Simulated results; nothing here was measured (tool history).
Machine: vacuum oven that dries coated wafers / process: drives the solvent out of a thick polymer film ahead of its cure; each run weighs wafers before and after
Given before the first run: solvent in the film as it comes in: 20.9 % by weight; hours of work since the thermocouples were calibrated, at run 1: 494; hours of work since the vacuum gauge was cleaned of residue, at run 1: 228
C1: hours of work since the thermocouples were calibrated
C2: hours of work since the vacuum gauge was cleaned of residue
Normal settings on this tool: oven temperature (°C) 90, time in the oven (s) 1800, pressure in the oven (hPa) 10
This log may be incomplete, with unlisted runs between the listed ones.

Run 1, hour 0: usual settings; C1 494; C2 228. Result: solvent left in the film (%) 1.12.
Run 2, hour 9.5: usual settings; C1 499; C2 233. Result: solvent left in the film (%) 1.11.
Run 3, hour 25.5: usual settings but pressure in the oven (hPa) 26.2; C1 507; C2 241. Result: solvent left in the film (%) 1.35.
Run 4, hour 36.6: usual settings but pressure in the oven (hPa) 26.2; C1 512; C2 246. Result: solvent left in the film (%) 1.4.
Run 5, hour 43.7: usual settings but pressure in the oven (hPa) 26.2; C1 516; C2 250. Result: solvent left in the film (%) 1.33.
Run 6, hour 53.9: usual settings but pressure in the oven (hPa) 26.2; C1 521; C2 255. Result: solvent left in the film (%) 1.27.
Run 7, hour 64.9: usual settings but pressure in the oven (hPa) 26.2; C1 527; C2 261. Result: solvent left in the film (%) 1.41.
Run 8, hour 79.9: usual settings but pressure in the oven (hPa) 26.2; C1 534; C2 268. Result: solvent left in the film (%) 1.39.
Run 9, hour 95.3: usual settings but pressure in the oven (hPa) 26.2; C1 542; C2 276. Result: solvent left in the film (%) 1.38.
Run 10, hour 104.7: usual settings but oven temperature (°C) 77, time in the oven (s) 2580, pressure in the oven (hPa) 7.3; C1 547; C2 281. Result: solvent left in the film (%) 3.31.
Run 11, hour 119.4: usual settings but oven temperature (°C) 77, time in the oven (s) 2580, pressure in the oven (hPa) 7.3; C1 554; C2 288. Result: solvent left in the film (%) 3.39.
Run 12, hour 126.7: usual settings but oven temperature (°C) 104, time in the oven (s) 1920; C1 558; C2 292. Result: solvent left in the film (%) 0.05.
Run 13, hour 135: usual settings but oven temperature (°C) 104, time in the oven (s) 1920; C1 562; C2 296. Result: solvent left in the film (%) 0.03.

What does the tool deliver on the next run?
Run 14, hour 146.4: usual settings but oven temperature (°C) 104, time in the oven (s) 1920; C1 568; C2 302. Result: solvent left in the film (%) ?.

{"run 14": {"solvent left in the film (%)": 0.19}}
If the tool had no hidden condition, the same run with the same run-to-run variation would have returned solvent left in the film (%) 0.19.
